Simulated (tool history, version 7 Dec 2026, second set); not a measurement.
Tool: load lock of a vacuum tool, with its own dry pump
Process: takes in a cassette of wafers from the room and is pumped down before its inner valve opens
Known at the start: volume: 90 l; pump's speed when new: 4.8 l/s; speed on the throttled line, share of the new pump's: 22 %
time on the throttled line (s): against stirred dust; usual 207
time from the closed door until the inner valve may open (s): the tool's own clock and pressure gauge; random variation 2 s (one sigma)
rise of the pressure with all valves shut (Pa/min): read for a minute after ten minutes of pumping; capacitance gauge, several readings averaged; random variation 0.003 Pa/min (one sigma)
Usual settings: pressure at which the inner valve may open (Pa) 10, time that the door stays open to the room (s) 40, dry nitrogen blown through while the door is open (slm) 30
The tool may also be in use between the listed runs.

run,day,time on the throttled line (s),pressure at which the inner valve may open (Pa),time that the door stays open to the room (s),dry nitrogen blown through while the door is open (slm),"incoming humidity of the room's air, %",time from the closed door until the inner valve may open (s),rise of the pressure with all valves shut (Pa/min)
1,0.000,207,10,40,30,45.0,341.2,0.398
2,16.029,207,10,40,30,41.5,346.1,0.419
3,25.158,322,10,40,30,44.9,427.1,0.448
4,37.817,322,10,40,30,45.5,428.0,0.461
5,50.129,322,10,40,30,42.6,431.0,0.488
6,59.321,124,10,40,30,45.9,282.6,0.509
7,76.804,207,9,40,30,45.3,350.4,0.536
8,85.762,207,9,40,30,44.6,351.4,0.557
9,96.679,207,9,40,30,46.1,348.1,0.578
10,115.583,207,10,40,15,43.0,349.0,0.623
# day 117.233: door's seal changed, seat wiped
11,132.646,207,10,40,30,45.7,347.3,0.018
12,148.379,207,10,40,30,43.3,354.2,0.029
13,164.254,207,10,40,30,43.0,352.7,0.034
14,179.029,207,10,40,30,44.7,350.9,0.043
15,188.992,207,10,40,30,47.4,350.0,0.052
16,206.392,207,10,40,30,44.1,352.1,0.062
17,225.154,207,10,40,30,46.2,356.4,0.080
18,242.112,207,10,51,30,45.6,356.9,0.095
19,249.850,207,10,51,30,42.6,359.6,0.098
20,264.692,207,11,112,30,47.7,356.6,0.126
21,275.608,207,13,177,30,48.0,354.9,0.139
22,285.558,207,17,177,30,44.0,350.1,0.149
23,301.475,214,16,177,13,43.5,357.8,0.177
24,311.312,210,16,31,13,45.8,348.3,0.168
25,326.879,172,14,139,6,45.9,328.3,0.214
26,345.304,172,14,139,27,45.3,328.9,0.209
27,364.196,138,10,40,5,45.9,316.0,0.221
28,381.854,139,12,199,37,44.1,312.2,0.250
29,396.233,139,12,199,37,44.2,312.7,0.268
30,414.054,139,12,199,37,46.7,319.2,0.305
# day 423.100: dry pump taken out, an overhauled one fitted
31,430.496,139,12,199,37,47.2,274.3,0.318

Forecast each of these 3 alternatives for the next run:
A,439.612,139,20,199,14,46.3,?,?
B,439.612,378,19,40,43,45.5,?,?
C,439.612,361,12,97,37,42.4,?,?

run,time from the closed door until the inner valve may open (s),rise of the pressure with all valves shut (Pa/min)
A,267.0,0.350
B,450.1,0.310
C,449.4,0.316
Without the tool's hidden state the same runs would have given:
run,time from the closed door until the inner valve may open (s),rise of the pressure with all valves shut (Pa/min)
A,267.4,0.052
B,450.3,0.017
C,449.3,0.016

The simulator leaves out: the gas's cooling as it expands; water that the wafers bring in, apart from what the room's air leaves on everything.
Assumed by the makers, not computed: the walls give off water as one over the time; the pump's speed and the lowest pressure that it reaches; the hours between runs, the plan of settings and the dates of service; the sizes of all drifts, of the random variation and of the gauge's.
